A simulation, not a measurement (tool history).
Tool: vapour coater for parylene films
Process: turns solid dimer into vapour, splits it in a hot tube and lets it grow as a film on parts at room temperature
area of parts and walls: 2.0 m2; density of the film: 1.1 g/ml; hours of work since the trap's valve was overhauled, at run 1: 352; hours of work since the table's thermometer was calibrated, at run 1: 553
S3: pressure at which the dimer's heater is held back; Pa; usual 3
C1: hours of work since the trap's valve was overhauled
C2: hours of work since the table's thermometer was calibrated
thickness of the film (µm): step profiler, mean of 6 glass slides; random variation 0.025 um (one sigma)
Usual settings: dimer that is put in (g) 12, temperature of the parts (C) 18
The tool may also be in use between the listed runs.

Run 1, hour 0: usual settings; C1 352; C2 553. Result: thickness of the film (µm) 3.94.
Run 2, hour 19.3: usual settings; C1 361; C2 563. Result: thickness of the film (µm) 3.88.
Run 3, hour 41.3: usual settings; C1 371; C2 573. Result: thickness of the film (µm) 3.92.
Run 4, hour 70.7: usual settings; C1 385; C2 587. Result: thickness of the film (µm) 3.91.
Run 5, hour 89.5: usual settings; C1 394; C2 596. Result: thickness of the film (µm) 3.9.
Run 6, hour 126.5: usual settings but temperature of the parts (C) 19; C1 412; C2 613. Result: thickness of the film (µm) 3.75.
Run 7, hour 145.2: usual settings but temperature of the parts (C) 19; C1 421; C2 622. Result: thickness of the film (µm) 3.8.
Run 8, hour 165.4: usual settings but temperature of the parts (C) 19; C1 430; C2 632. Result: thickness of the film (µm) 3.78.
Run 9, hour 188.4: usual settings but temperature of the parts (C) 19; C1 441; C2 643. Result: thickness of the film (µm) 3.79.
Run 10, hour 204.5: usual settings but temperature of the parts (C) 19; C1 449; C2 650. Result: thickness of the film (µm) 3.81.
Run 11, hour 226.1: usual settings but temperature of the parts (C) 19; C1 459; C2 661. Result: thickness of the film (µm) 3.8.
Run 12, hour 254.2: usual settings but S3 9.01 Pa; C1 472; C2 674. Result: thickness of the film (µm) 3.07.
Run 13, hour 276.4: usual settings but S3 9.01 Pa; C1 483; C2 684. Result: thickness of the film (µm) 3.11.
Run 14, hour 293.5: usual settings but S3 9.01 Pa; C1 491; C2 693. Result: thickness of the film (µm) 3.08.
Run 15, hour 324.9: usual settings; C1 506; C2 708. Result: thickness of the film (µm) 3.94.
Run 16, hour 341.4: usual settings; C1 514; C2 715. Result: thickness of the film (µm) 3.91.
Run 17, hour 357.8: usual settings; C1 521; C2 723. Result: thickness of the film (µm) 3.85.
Run 18, hour 374.2: usual settings but temperature of the parts (C) 25; C1 529; C2 731. Result: thickness of the film (µm) 3.07.
Run 19, hour 393.6: usual settings but temperature of the parts (C) 28; C1 538; C2 740. Result: thickness of the film (µm) 2.78.
Run 20, hour 430: usual settings but temperature of the parts (C) 28; C1 556; C2 757. Result: thickness of the film (µm) 2.77.
Run 21, hour 456.5: usual settings but temperature of the parts (C) 28; C1 568; C2 770. Result: thickness of the film (µm) 2.8.
Run 22, hour 488.1: usual settings but temperature of the parts (C) 16; C1 583; C2 785. Result: thickness of the film (µm) 4.19.
Run 23, hour 515.9: usual settings but temperature of the parts (C) 16; C1 596; C2 798. Result: thickness of the film (µm) 4.19.
Run 24, hour 539.3: usual settings but S3 4.77 Pa; C1 607; C2 809. Result: thickness of the film (µm) 3.56.
Run 25, hour 568.7: usual settings but dimer that is put in (g) 9, S3 6.4 Pa; C1 621; C2 823. Result: thickness of the film (µm) 2.48.
At hour 584.6: trap's valve overhauled.
Run 26, hour 592.5: usual settings but dimer that is put in (g) 9, S3 6.4 Pa; C1 4; C2 833. Result: thickness of the film (µm) 2.5.
Run 27, hour 620.2: usual settings but dimer that is put in (g) 9, S3 6.4 Pa; C1 17; C2 846. Result: thickness of the film (µm) 2.5.
Run 28, hour 635.8: usual settings but dimer that is put in (g) 7, temperature of the parts (C) 21, S3 2.18 Pa; C1 24; C2 853. Result: thickness of the film (µm) 2.19.
Run 29, hour 657.7: usual settings but S3 2.66 Pa; C1 35; C2 863. Result: thickness of the film (µm) 4.05.
Run 30, hour 682: usual settings but S3 2.66 Pa; C1 46; C2 875. Result: thickness of the film (µm) 4.03.
Run 31, hour 717.6: usual settings but S3 4.95 Pa; C1 63; C2 892. Result: thickness of the film (µm) 3.52.
Run 32, hour 748.6: usual settings but S3 4.95 Pa; C1 78; C2 907. Result: thickness of the film (µm) 3.49.
Run 33, hour 764.7: usual settings but dimer that is put in (g) 10, temperature of the parts (C) 11, S3 10.46 Pa; C1 85; C2 914. Result: thickness of the film (µm) 3.13.
Run 34, hour 792.4: usual settings but dimer that is put in (g) 15, temperature of the parts (C) 24, S3 11.42 Pa; C1 99; C2 927. Result: thickness of the film (µm) 2.99.
Run 35, hour 821.1: usual settings but dimer that is put in (g) 8, temperature of the parts (C) 28, S3 8.47 Pa; C1 112; C2 941. Result: thickness of the film (µm) 1.48.
Run 36, hour 850.8: usual settings but dimer that is put in (g) 9, temperature of the parts (C) 13, S3 5.99 Pa; C1 126; C2 955. Result: thickness of the film (µm) 3.
Run 37, hour 886.9: usual settings but dimer that is put in (g) 9, temperature of the parts (C) 13, S3 5.99 Pa; C1 143; C2 972. Result: thickness of the film (µm) 3.01.
Run 38, hour 905.4: usual settings but dimer that is put in (g) 11, temperature of the parts (C) 20; C1 152; C2 981. Result: thickness of the film (µm) 3.35.
Run 39, hour 930: usual settings but dimer that is put in (g) 11, temperature of the parts (C) 20; C1 164; C2 993. Result: thickness of the film (µm) 3.37.
Run 40, hour 955.5: usual settings but dimer that is put in (g) 11, temperature of the parts (C) 20; C1 176; C2 1005. Result: thickness of the film (µm) 3.34.
Run 41, hour 983.7: usual settings but dimer that is put in (g) 8, temperature of the parts (C) 20, S3 7.29 Pa; C1 189; C2 1018. Result: thickness of the film (µm) 2.01.
Run 42, hour 1009: usual settings but dimer that is put in (g) 8, temperature of the parts (C) 20, S3 7.29 Pa; C1 201; C2 1030. Result: thickness of the film (µm) 2.01.
Run 43, hour 1027: usual settings but dimer that is put in (g) 8, temperature of the parts (C) 20, S3 7.29 Pa; C1 210; C2 1039. Result: thickness of the film (µm) 2.
Run 44, hour 1061: usual settings but dimer that is put in (g) 6; C1 226; C2 1055. Result: thickness of the film (µm) 1.98.
Run 45, hour 1080.7: usual settings but dimer that is put in (g) 6, temperature of the parts (C) 26, S3 2.7 Pa; C1 235; C2 1064. Result: thickness of the film (µm) 1.53.
At hour 1097.4: table's thermometer calibrated.
Run 46, hour 1103.7: usual settings but dimer that is put in (g) 6, temperature of the parts (C) 26, S3 2.7 Pa; C1 246; C2 3. Result: thickness of the film (µm) 1.57.

Forecast each of these 5 alternatives for the next run:
Run A, hour 1130.2: usual settings but dimer that is put in (g) 6, temperature of the parts (C) 26, S3 2.99 Pa; C1 258; C2 16. Result: thickness of the film (µm) ?.
Run B, hour 1130.2: usual settings but temperature of the parts (C) 14, S3 3.12 Pa; C1 258; C2 16. Result: thickness of the film (µm) ?.
Run C, hour 1130.2: usual settings but dimer that is put in (g) 14, temperature of the parts (C) 24, S3 3.59 Pa; C1 258; C2 16. Result: thickness of the film (µm) ?.
Run D, hour 1130.2: usual settings but S3 4.75 Pa; C1 258; C2 16. Result: thickness of the film (µm) ?.
Run E, hour 1130.2: usual settings but dimer that is put in (g) 10, temperature of the parts (C) 26, S3 7.15 Pa; C1 258; C2 16. Result: thickness of the film (µm) ?.

run  thickness of the film (µm)
  A                        1.49
  B                        4.37
  C                         3.6
  D                        3.56
  E                        2.09
Without the tool's hidden state the same runs would have given:
run  thickness of the film (µm)
  A                        1.49
  B                        4.38
  C                        3.61
  D                        3.56
  E                         2.1

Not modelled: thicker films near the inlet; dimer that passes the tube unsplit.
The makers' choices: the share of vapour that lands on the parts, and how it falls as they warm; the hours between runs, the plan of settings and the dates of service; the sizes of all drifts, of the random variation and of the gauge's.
